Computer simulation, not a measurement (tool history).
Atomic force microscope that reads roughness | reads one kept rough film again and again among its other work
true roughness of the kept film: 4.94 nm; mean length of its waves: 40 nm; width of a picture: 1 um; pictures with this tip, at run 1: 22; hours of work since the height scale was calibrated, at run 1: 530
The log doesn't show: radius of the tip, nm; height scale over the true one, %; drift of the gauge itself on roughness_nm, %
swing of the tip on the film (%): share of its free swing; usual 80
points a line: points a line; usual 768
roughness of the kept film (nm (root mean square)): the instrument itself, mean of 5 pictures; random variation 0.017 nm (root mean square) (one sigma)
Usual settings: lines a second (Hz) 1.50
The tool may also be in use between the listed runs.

run,day,lines a second (Hz),swing of the tip on the film (%),points a line,pictures with this tip,hours of work since the height scale was calibrated,roughness of the kept film (nm (root mean square))
1,0.000,1.50,80,768,22,530,4.225
# day 2.033: new tip fitted
2,2.367,1.50,80,768,14,564,4.211
3,3.996,1.50,72,768,85,588,4.121
# day 4.550: new tip fitted
4,5.521,1.50,59,768,42,610,4.413
# day 7.108: new tip fitted
5,8.608,1.50,59,768,65,654,4.355
# day 9.567: new tip fitted
6,11.392,3.34,80,768,79,695,3.617
# day 12.046: new tip fitted
7,14.012,1.08,80,768,86,733,4.069
# day 14.496: new tip fitted
8,16.688,1.50,80,768,94,771,3.960
# day 16.988: new tip fitted
9,18.479,1.50,80,768,64,797,4.086
# day 19.538: new tip fitted
10,21.638,1.50,74,768,91,843,4.115
# day 21.971: new tip fitted
11,23.604,1.50,80,768,71,871,4.042
# day 24.658: new tip fitted
12,25.738,1.50,80,768,46,902,4.185
# day 27.100: new tip fitted
13,28.392,1.50,80,768,56,940,4.058
# day 29.533: new tip fitted
14,29.704,1.50,80,768,7,959,4.279
15,31.029,3.80,80,768,64,978,3.559
# day 32.071: new tip fitted
16,34.012,1.50,59,768,84,1021,4.244
# day 34.350: height scale calibrated on a step standard
# day 34.742: new tip fitted
# day 37.212: new tip fitted
17,37.233,1.50,59,768,1,41,4.603
18,39.567,1.87,80,768,102,75,3.887
# day 39.812: new tip fitted
19,41.550,1.87,80,768,75,104,4.004
# day 42.238: new tip fitted
20,43.750,0.59,67,358,65,136,4.442
# day 44.854: new tip fitted
21,45.525,0.94,81,768,29,161,4.354
# day 47.279: height scale calibrated on a step standard, once more
22,47.279,0.94,81,768,103,0,3.989
# day 47.467: new tip fitted
# day 50.133: new tip fitted
23,50.333,1.27,59,742,8,44,4.499
# day 52.679: new tip fitted
24,53.408,2.17,75,768,31,88,4.080
25,54.871,2.45,77,500,95,110,3.778
# day 55.138: new tip fitted
# day 57.600: new tip fitted
26,57.600,2.45,68,500,0,149,4.285
# day 60.175: new tip fitted
27,60.196,1.47,80,1023,1,186,4.237
28,61.700,1.47,80,1023,67,208,4.002
# day 62.729: new tip fitted
29,64.467,0.82,71,1007,75,248,4.189
# day 65.183: new tip fitted
30,66.892,0.82,70,545,74,283,4.208
# day 67.750: new tip fitted
31,68.329,1.01,80,313,25,304,4.277
# day 70.254: new tip fitted
32,70.617,3.12,60,764,15,337,4.333
33,72.150,1.97,60,584,82,359,4.204

Hidden state at the last listed run before each entry between runs and at the first one after, where it differs:
Between runs 1 and 2: new tip fitted (day 2.033)
  height scale over the true one, %: 0.99 -> 1.04
  measured less the result without the state, roughness of the kept film (nm (root mean square)): -0.029 -> -0.029
Between runs 3 and 4: new tip fitted (day 4.550)
  radius of the tip, nm: 11.9 -> 8.1; height scale over the true one, %: 1.08 -> 1.11
  measured less the result without the state, roughness of the kept film (nm (root mean square)): -0.278 -> -0.110
Between runs 4 and 5: new tip fitted (day 7.108)
  radius of the tip, nm: 8.1 -> 9.8; height scale over the true one, %: 1.11 -> 1.18
  measured less the result without the state, roughness of the kept film (nm (root mean square)): -0.110 -> -0.185
Between runs 5 and 6: new tip fitted (day 9.567)
  radius of the tip, nm: 9.8 -> 11.5; height scale over the true one, %: 1.18 -> 1.24
  measured less the result without the state, roughness of the kept film (nm (root mean square)): -0.185 -> -0.223
Between runs 6 and 7: new tip fitted (day 12.046)
  radius of the tip, nm: 11.5 -> 12; height scale over the true one, %: 1.24 -> 1.3
  measured less the result without the state, roughness of the kept film (nm (root mean square)): -0.223 -> -0.270
Between runs 7 and 8: new tip fitted (day 14.496)
  radius of the tip, nm: 12 -> 12.6; height scale over the true one, %: 1.3 -> 1.36
  measured less the result without the state, roughness of the kept film (nm (root mean square)): -0.270 -> -0.288
Between runs 8 and 9: new tip fitted (day 16.988)
  radius of the tip, nm: 12.6 -> 9.6; height scale over the true one, %: 1.36 -> 1.4
  measured less the result without the state, roughness of the kept film (nm (root mean square)): -0.288 -> -0.156
Between runs 9 and 10: new tip fitted (day 19.538)
  radius of the tip, nm: 9.6 -> 11.2; height scale over the true one, %: 1.4 -> 1.47
  measured less the result without the state, roughness of the kept film (nm (root mean square)): -0.156 -> -0.229
Between runs 10 and 11: new tip fitted (day 21.971)
  radius of the tip, nm: 11.2 -> 10.3; height scale over the true one, %: 1.47 -> 1.52
  measured less the result without the state, roughness of the kept film (nm (root mean square)): -0.229 -> -0.181
Between runs 11 and 12: new tip fitted (day 24.658)
  radius of the tip, nm: 10.3 -> 8.1; height scale over the true one, %: 1.52 -> 1.57
  measured less the result without the state, roughness of the kept film (nm (root mean square)): -0.181 -> -0.082
Between runs 12 and 13: new tip fitted (day 27.100)
  radius of the tip, nm: 8.1 -> 10; height scale over the true one, %: 1.57 -> 1.62
  measured less the result without the state, roughness of the kept film (nm (root mean square)): -0.082 -> -0.165
Between runs 13 and 14: new tip fitted (day 29.533)
  radius of the tip, nm: 10 -> 5.8; height scale over the true one, %: 1.62 -> 1.65
  measured less the result without the state, roughness of the kept film (nm (root mean square)): -0.165 -> +0.031
Between runs 15 and 16: new tip fitted (day 32.071)
  radius of the tip, nm: 10.1 -> 12.3; height scale over the true one, %: 1.69 -> 1.75
  measured less the result without the state, roughness of the kept film (nm (root mean square)): -0.145 -> -0.278
Between runs 16 and 17: height scale calibrated on a step standard (day 34.350); new tip fitted (day 34.742); new tip fitted (day 37.212)
  radius of the tip, nm: 12.3 -> 5.4; height scale over the true one, %: 1.75 -> 2.69
  measured less the result without the state, roughness of the kept film (nm (root mean square)): -0.278 -> +0.099
Between runs 18 and 19: new tip fitted (day 39.812)
  radius of the tip, nm: 13.5 -> 10.9; height scale over the true one, %: 2.75 -> 2.79
  measured less the result without the state, roughness of the kept film (nm (root mean square)): -0.265 -> -0.156
Between runs 19 and 20: new tip fitted (day 42.238)
  radius of the tip, nm: 10.9 -> 9.9; height scale over the true one, %: 2.79 -> 2.84
  measured less the result without the state, roughness of the kept film (nm (root mean square)): -0.156 -> -0.119
Between runs 20 and 21: new tip fitted (day 44.854)
  radius of the tip, nm: 9.9 -> 7.5; height scale over the true one, %: 2.84 -> 2.88
  measured less the result without the state, roughness of the kept film (nm (root mean square)): -0.119 -> +0.000
Between runs 21 and 22: height scale calibrated on a step standard, once more (day 47.279)
  radius of the tip, nm: 7.5 -> 12.6; height scale over the true one, %: 2.88 -> -0.05
  measured less the result without the state, roughness of the kept film (nm (root mean square)): +0.000 -> -0.352
Between runs 22 and 23: new tip fitted (day 47.467); new tip fitted (day 50.133)
  radius of the tip, nm: 12.6 -> 5.9; height scale over the true one, %: -0.05 -> 0.03
  measured less the result without the state, roughness of the kept film (nm (root mean square)): -0.352 -> -0.047
Between runs 23 and 24: new tip fitted (day 52.679)
  radius of the tip, nm: 5.9 -> 7.6; height scale over the true one, %: 0.03 -> 0.1
  measured less the result without the state, roughness of the kept film (nm (root mean square)): -0.047 -> -0.117
Between runs 25 and 26: new tip fitted (day 55.138); new tip fitted (day 57.600)
  radius of the tip, nm: 11.9 -> 5.4; height scale over the true one, %: 0.13 -> 0.19
  measured less the result without the state, roughness of the kept film (nm (root mean square)): -0.294 -> -0.013
Between runs 26 and 27: new tip fitted (day 60.175)
  height scale over the true one, %: 0.19 -> 0.25
  measured less the result without the state, roughness of the kept film (nm (root mean square)): -0.013 -> -0.007
Between runs 28 and 29: new tip fitted (day 62.729)
  radius of the tip, nm: 10.1 -> 11.4; height scale over the true one, %: 0.28 -> 0.34
  measured less the result without the state, roughness of the kept film (nm (root mean square)): -0.224 -> -0.292
Between runs 29 and 30: new tip fitted (day 65.183)
  radius of the tip, nm: 11.4 -> 11.1; height scale over the true one, %: 0.34 -> 0.4
  measured less the result without the state, roughness of the kept film (nm (root mean square)): -0.292 -> -0.277
Between runs 30 and 31: new tip fitted (day 67.750)
  radius of the tip, nm: 11.1 -> 7.1; height scale over the true one, %: 0.4 -> 0.43
  measured less the result without the state, roughness of the kept film (nm (root mean square)): -0.277 -> -0.084
Between runs 31 and 32: new tip fitted (day 70.254)
  radius of the tip, nm: 7.1 -> 6.1; height scale over the true one, %: 0.43 -> 0.48
  measured less the result without the state, roughness of the kept film (nm (root mean square)): -0.084 -> -0.033
